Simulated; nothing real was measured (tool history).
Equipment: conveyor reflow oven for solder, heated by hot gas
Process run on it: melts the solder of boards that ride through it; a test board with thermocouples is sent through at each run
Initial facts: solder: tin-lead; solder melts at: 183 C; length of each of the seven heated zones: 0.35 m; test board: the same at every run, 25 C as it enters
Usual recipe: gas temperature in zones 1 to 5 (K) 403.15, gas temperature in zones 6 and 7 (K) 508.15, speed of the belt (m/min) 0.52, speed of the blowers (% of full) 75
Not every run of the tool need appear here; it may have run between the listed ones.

run,hour,gas temperature in zones 1 to 5 (K),gas temperature in zones 6 and 7 (K),speed of the belt (m/min),speed of the blowers (% of full),highest temperature of the board (K),time above the solder's melting point (s)
1,0,403.15,508.15,0.52,75,493.35,60.4
2,31.1,403.15,508.15,0.52,75,492.75,60.4
3,89.9,403.15,508.15,0.52,75,492.95,60.5
4,159.7,403.15,508.15,0.52,75,493.55,59.9
5,215.5,403.15,508.15,0.52,75,493.05,60.3
6,247.5,403.15,508.15,0.52,74,492.85,60.4
# hour 287.4: flux residue cleaned out of gas plates and filters
7,297.4,403.15,508.15,0.52,75,493.25,60.2
8,361.1,403.15,508.15,0.52,75,493.25,60.5
9,417,403.15,508.15,0.52,75,493.45,60.9
10,476.1,403.15,508.15,0.52,75,493.15,60.5
11,531.3,403.15,508.15,0.52,75,493.05,60.2
12,605.7,403.15,508.15,0.52,75,492.85,60.4
13,679.3,403.15,508.15,0.52,75,493.05,60.3
# hour 716.4: thermocouples of zones 6 and 7 changed
14,742.3,416.15,508.15,0.52,57,491.25,62.7
# hour 766.8: flux residue cleaned out of gas plates and filters
15,791,403.15,508.15,0.52,61,489.85,56.9
16,831,403.15,508.15,0.52,61,489.95,57.3
17,891.9,403.15,508.15,0.52,79,493.35,60.7
18,968.6,403.15,508.15,0.52,79,493.55,61.1
19,1032.2,403.15,508.15,0.52,79,493.55,61.5
20,1074.8,407.15,519.15,0.52,79,503.95,69.3
21,1115.4,389.15,523.15,0.52,58,500.15,59.9
22,1189,389.15,517.15,0.437,58,500.95,74.1
23,1231.1,398.15,520.15,0.437,58,504.95,79.6

Each row is a separate what-if for the run after 23, all from the same tool condition, not one after another. Results?
# hour 1241: flux residue cleaned out of gas plates and filters
A,1272.9,403.15,502.15,0.52,70,?,?
# hour 1241: flux residue cleaned out of gas plates and filters
B,1272.9,403.15,508.15,0.619,75,?,?
# hour 1241: flux residue cleaned out of gas plates and filters
C,1272.9,398.15,502.15,0.549,79,?,?
# hour 1241: flux residue cleaned out of gas plates and filters
D,1272.9,398.15,520.15,0.585,56,?,?
# hour 1241: flux residue cleaned out of gas plates and filters
E,1272.9,398.15,521.15,0.441,85,?,?

run,highest temperature of the board (K),time above the solder's melting point (s)
A,486.45,54.5
B,487.05,45.2
C,485.85,50.6
D,492.75,50.8
E,510.95,83.2
With the hidden condition removed and each run's random variation left untouched, the same runs would have given:
run,highest temperature of the board (K),time above the solder's melting point (s)
A,486.45,54.4
B,487.05,45.1
C,485.85,50.5
D,492.75,50.7
E,510.95,83.1
